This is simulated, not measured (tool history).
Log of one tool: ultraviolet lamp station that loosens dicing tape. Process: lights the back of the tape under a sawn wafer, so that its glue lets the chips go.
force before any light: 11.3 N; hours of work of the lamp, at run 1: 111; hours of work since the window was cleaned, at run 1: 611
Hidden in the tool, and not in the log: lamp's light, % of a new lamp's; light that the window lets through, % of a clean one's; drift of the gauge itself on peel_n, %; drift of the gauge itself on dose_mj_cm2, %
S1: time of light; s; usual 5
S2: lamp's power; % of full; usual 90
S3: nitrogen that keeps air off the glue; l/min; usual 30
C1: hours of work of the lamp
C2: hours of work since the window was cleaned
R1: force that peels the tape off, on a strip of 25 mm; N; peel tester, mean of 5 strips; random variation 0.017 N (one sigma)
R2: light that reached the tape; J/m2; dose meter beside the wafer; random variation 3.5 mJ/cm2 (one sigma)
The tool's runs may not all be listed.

{"run": 1, "hour": 0.0, "S1": 5, "S2": 90, "S3": 30, "C1": 111, "C2": 611, "R1": 1.138, "R2": 4790}
{"run": 2, "hour": 19.4, "S1": 5, "S2": 90, "S3": 30, "C1": 120, "C2": 620, "R1": 1.151, "R2": 4830}
{"hour": 29.7, "done": "window cleaned of glue's vapour"}
{"run": 3, "hour": 40.8, "S1": 5, "S2": 90, "S3": 30, "C1": 130, "C2": 5, "R1": 0.883, "R2": 5500}
{"run": 4, "hour": 57.4, "S1": 5, "S2": 90, "S3": 30, "C1": 138, "C2": 13, "R1": 0.892, "R2": 5370}
{"run": 5, "hour": 77.2, "S1": 5, "S2": 90, "S3": 30, "C1": 147, "C2": 22, "R1": 0.918, "R2": 5480}
{"run": 6, "hour": 99.0, "S1": 5, "S2": 90, "S3": 30, "C1": 157, "C2": 32, "R1": 0.896, "R2": 5400}
{"run": 7, "hour": 122.3, "S1": 5, "S2": 90, "S3": 30, "C1": 168, "C2": 43, "R1": 0.981, "R2": 5360}
{"run": 8, "hour": 142.1, "S1": 5, "S2": 90, "S3": 20, "C1": 177, "C2": 52, "R1": 1.1, "R2": 5350}
{"run": 9, "hour": 162.5, "S1": 5, "S2": 90, "S3": 30, "C1": 186, "C2": 61, "R1": 0.908, "R2": 5340}
{"run": 10, "hour": 184.1, "S1": 5, "S2": 90, "S3": 30, "C1": 196, "C2": 71, "R1": 0.938, "R2": 5380}
{"run": 11, "hour": 198.1, "S1": 5, "S2": 90, "S3": 10, "C1": 203, "C2": 78, "R1": 1.552, "R2": 5270}
{"run": 12, "hour": 210.7, "S1": 5, "S2": 90, "S3": 46, "C1": 208, "C2": 84, "R1": 0.858, "R2": 5330}
{"run": 13, "hour": 229.4, "S1": 8, "S2": 90, "S3": 46, "C1": 217, "C2": 92, "R1": 0.337, "R2": 8390}
{"run": 14, "hour": 251.6, "S1": 5, "S2": 90, "S3": 30, "C1": 227, "C2": 102, "R1": 1.02, "R2": 5240}
{"run": 15, "hour": 265.2, "S1": 5, "S2": 90, "S3": 30, "C1": 234, "C2": 109, "R1": 0.994, "R2": 5200}
{"run": 16, "hour": 284.2, "S1": 5, "S2": 90, "S3": 30, "C1": 242, "C2": 117, "R1": 0.993, "R2": 5230}
{"run": 17, "hour": 303.1, "S1": 5, "S2": 85, "S3": 30, "C1": 251, "C2": 126, "R1": 1.173, "R2": 4950}
{"run": 18, "hour": 317.9, "S1": 5, "S2": 60, "S3": 30, "C1": 258, "C2": 133, "R1": 2.079, "R2": 3460}
{"run": 19, "hour": 330.5, "S1": 5, "S2": 60, "S3": 30, "C1": 264, "C2": 139, "R1": 2.1, "R2": 3440}
{"run": 20, "hour": 346.9, "S1": 5, "S2": 73, "S3": 30, "C1": 271, "C2": 146, "R1": 1.529, "R2": 4250}
{"run": 21, "hour": 366.6, "S1": 5, "S2": 73, "S3": 30, "C1": 280, "C2": 155, "R1": 1.536, "R2": 4140}
{"run": 22, "hour": 378.8, "S1": 4, "S2": 88, "S3": 30, "C1": 286, "C2": 161, "R1": 1.671, "R2": 4000}
{"run": 23, "hour": 390.9, "S1": 4, "S2": 88, "S3": 30, "C1": 292, "C2": 167, "R1": 1.676, "R2": 3980}
{"run": 24, "hour": 401.8, "S1": 4, "S2": 88, "S3": 30, "C1": 297, "C2": 172, "R1": 1.642, "R2": 3970}
{"run": 25, "hour": 425.0, "S1": 9, "S2": 77, "S3": 10, "C1": 307, "C2": 182, "R1": 0.706, "R2": 7810}
{"run": 26, "hour": 440.3, "S1": 2, "S2": 70, "S3": 11, "C1": 314, "C2": 189, "R1": 6.096, "R2": 1560}
{"run": 27, "hour": 454.2, "S1": 5, "S2": 81, "S3": 22, "C1": 321, "C2": 196, "R1": 1.547, "R2": 4490}

5 ways to go on from here, each from the tool as it stands after run 27. What would each give?
{"run": "A", "hour": 477.4, "S1": 5, "S2": 87, "S3": 13, "C1": 331, "C2": 207, "R1": "?", "R2": "?"}
{"run": "B", "hour": 477.4, "S1": 8, "S2": 78, "S3": 13, "C1": 331, "C2": 207, "R1": "?", "R2": "?"}
{"run": "C", "hour": 477.4, "S1": 7, "S2": 81, "S3": 22, "C1": 331, "C2": 207, "R1": "?", "R2": "?"}
{"run": "D", "hour": 477.4, "S1": 2, "S2": 90, "S3": 54, "C1": 331, "C2": 207, "R1": "?", "R2": "?"}
{"run": "E", "hour": 477.4, "S1": 5, "S2": 81, "S3": 55, "C1": 331, "C2": 207, "R1": "?", "R2": "?"}

run=A R1=1.626 R2=4840
run=B R1=0.79 R2=6910
run=C R1=0.756 R2=6310
run=D R1=3.767 R2=2010
run=E R1=1.117 R2=4430
Without the tool's hidden state the same runs would have given:
run=A R1=1.258 R2=5560
run=B R1=0.591 R2=7940
run=C R1=0.568 R2=7250
run=D R1=3.217 R2=2310
run=E R1=0.84 R2=5090

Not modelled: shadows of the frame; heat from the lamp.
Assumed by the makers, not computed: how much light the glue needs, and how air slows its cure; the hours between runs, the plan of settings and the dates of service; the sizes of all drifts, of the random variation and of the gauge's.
